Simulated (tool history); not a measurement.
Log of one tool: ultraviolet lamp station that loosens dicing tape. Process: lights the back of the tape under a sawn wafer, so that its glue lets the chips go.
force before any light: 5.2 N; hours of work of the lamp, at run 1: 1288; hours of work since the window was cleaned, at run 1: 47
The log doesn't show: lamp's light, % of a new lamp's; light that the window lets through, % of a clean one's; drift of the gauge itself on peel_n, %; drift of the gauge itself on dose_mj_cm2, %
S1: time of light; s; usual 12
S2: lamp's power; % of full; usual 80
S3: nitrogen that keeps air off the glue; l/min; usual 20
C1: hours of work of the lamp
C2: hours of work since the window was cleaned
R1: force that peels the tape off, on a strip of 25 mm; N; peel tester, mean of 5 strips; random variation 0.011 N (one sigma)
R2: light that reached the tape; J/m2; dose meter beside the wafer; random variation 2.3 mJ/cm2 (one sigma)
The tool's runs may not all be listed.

| run | hour | S1 | S2 | S3 | C1 | C2 | R1 | R2 |
|---|---|---|---|---|---|---|---|---|
| 1 | 0 | 12 | 80 | 20 | 1288 | 47 | 0.996 | 1420 |
| 2 | 49.5 | 12 | 80 | 20 | 1313 | 72 | 0.975 | 1420 |
| 3 | 145.6 | 12 | 80 | 20 | 1360 | 119 | 0.999 | 1410 |
| 4 | 218.7 | 12 | 80 | 20 | 1396 | 155 | 1.086 | 1360 |
| 5 | 268.5 | 12 | 80 | 13 | 1421 | 180 | 1.233 | 1350 |
|  | 293.3 | lamp changed |
| 6 | 357.6 | 12 | 80 | 13 | 32 | 223 | 0.634 | 2020 |
| 7 | 428 | 16 | 80 | 13 | 66 | 258 | 0.413 | 2660 |
|  | 434 | window cleaned of glue's vapour |
| 8 | 486.4 | 16 | 80 | 13 | 95 | 26 | 0.455 | 2430 |
| 9 | 562.7 | 12 | 80 | 20 | 132 | 63 | 0.657 | 1800 |
| 10 | 608.1 | 12 | 80 | 20 | 155 | 86 | 0.716 | 1790 |
| 11 | 667 | 12 | 80 | 20 | 184 | 115 | 0.7 | 1780 |
| 12 | 707.4 | 12 | 80 | 20 | 204 | 135 | 0.731 | 1740 |
| 13 | 760.9 | 12 | 80 | 20 | 230 | 161 | 0.778 | 1710 |
|  | 775.7 | window cleaned of glue's vapour, once more |
| 14 | 842.5 | 12 | 80 | 20 | 270 | 33 | 0.58 | 2020 |
| 15 | 916.9 | 12 | 80 | 20 | 307 | 70 | 0.584 | 2010 |
| 16 | 978.1 | 12 | 80 | 20 | 337 | 100 | 0.599 | 1950 |
| 17 | 1026.3 | 12 | 80 | 20 | 361 | 123 | 0.608 | 1950 |
| 18 | 1088.5 | 12 | 80 | 20 | 391 | 154 | 0.623 | 1880 |
| 19 | 1143.1 | 12 | 80 | 20 | 418 | 181 | 0.64 | 1880 |
| 20 | 1231.5 | 12 | 80 | 20 | 462 | 225 | 0.686 | 1780 |
| 21 | 1276.8 | 12 | 80 | 20 | 484 | 247 | 0.677 | 1740 |
|  | 1305.1 | window cleaned of glue's vapour |
| 22 | 1335 | 9 | 69 | 20 | 513 | 15 | 1.258 | 1210 |
| 23 | 1428 | 11 | 72 | 24 | 558 | 61 | 0.872 | 1530 |
| 24 | 1479.3 | 18 | 74 | 9 | 584 | 86 | 0.511 | 2510 |
| 25 | 1552.2 | 9 | 63 | 20 | 620 | 122 | 1.516 | 1070 |
| 26 | 1628.4 | 11 | 65 | 19 | 657 | 159 | 1.16 | 1310 |
| 27 | 1723.1 | 10 | 62 | 32 | 704 | 206 | 1.309 | 1090 |
| 28 | 1767 | 17 | 62 | 22 | 725 | 228 | 0.681 | 1810 |
| 29 | 1806.6 | 17 | 62 | 22 | 745 | 247 | 0.686 | 1810 |
|  | 1837.4 | window cleaned of glue's vapour |
| 30 | 1870.1 | 17 | 62 | 22 | 776 | 16 | 0.585 | 1910 |
| 31 | 1921.5 | 17 | 62 | 22 | 801 | 41 | 0.623 | 1900 |
| 32 | 1988.1 | 12 | 94 | 22 | 834 | 74 | 0.575 | 2010 |
| 33 | 2057.4 | 11 | 80 | 28 | 868 | 108 | 0.846 | 1480 |
| 34 | 2097.8 | 8 | 89 | 28 | 888 | 128 | 1.183 | 1170 |
| 35 | 2144.1 | 8 | 89 | 28 | 911 | 151 | 1.167 | 1180 |
| 36 | 2183.4 | 12 | 75 | 14 | 930 | 170 | 1.083 | 1480 |
| 37 | 2271.2 | 9 | 82 | 29 | 974 | 214 | 1.222 | 1190 |
| 38 | 2340.4 | 11 | 72 | 12 | 1008 | 248 | 1.417 | 1210 |
|  | 2362.6 | window cleaned of glue's vapour |
| 39 | 2401.4 | 7 | 80 | 20 | 1038 | 19 | 1.699 | 950 |
| 40 | 2487.6 | 16 | 80 | 39 | 1080 | 62 | 0.451 | 2040 |
| 41 | 2557.8 | 16 | 61 | 8 | 1115 | 96 | 1.246 | 1520 |
| 42 | 2651.3 | 18 | 95 | 26 | 1161 | 142 | 0.343 | 2600 |

Forecast each of these 4 alternatives for the next run:
| A | 2727.1 | 10 | 95 | 6 | 1198 | 180 | ? | ? |
| B | 2727.1 | 13 | 90 | 26 | 1198 | 180 | ? | ? |
| C | 2727.1 | 6 | 96 | 32 | 1198 | 180 | ? | ? |
| D | 2727.1 | 12 | 69 | 17 | 1198 | 180 | ? | ? |

| run | R1 | R2 |
|---|---|---|
| A | 1.452 | 1400 |
| B | 0.662 | 1730 |
| C | 1.703 | 850 |
| D | 1.313 | 1230 |
Without the tool's hidden state the same runs would have given:
| run | R1 | R2 |
|---|---|---|
| A | 0.753 | 2210 |
| B | 0.301 | 2730 |
| C | 0.946 | 1340 |
| D | 0.648 | 1950 |

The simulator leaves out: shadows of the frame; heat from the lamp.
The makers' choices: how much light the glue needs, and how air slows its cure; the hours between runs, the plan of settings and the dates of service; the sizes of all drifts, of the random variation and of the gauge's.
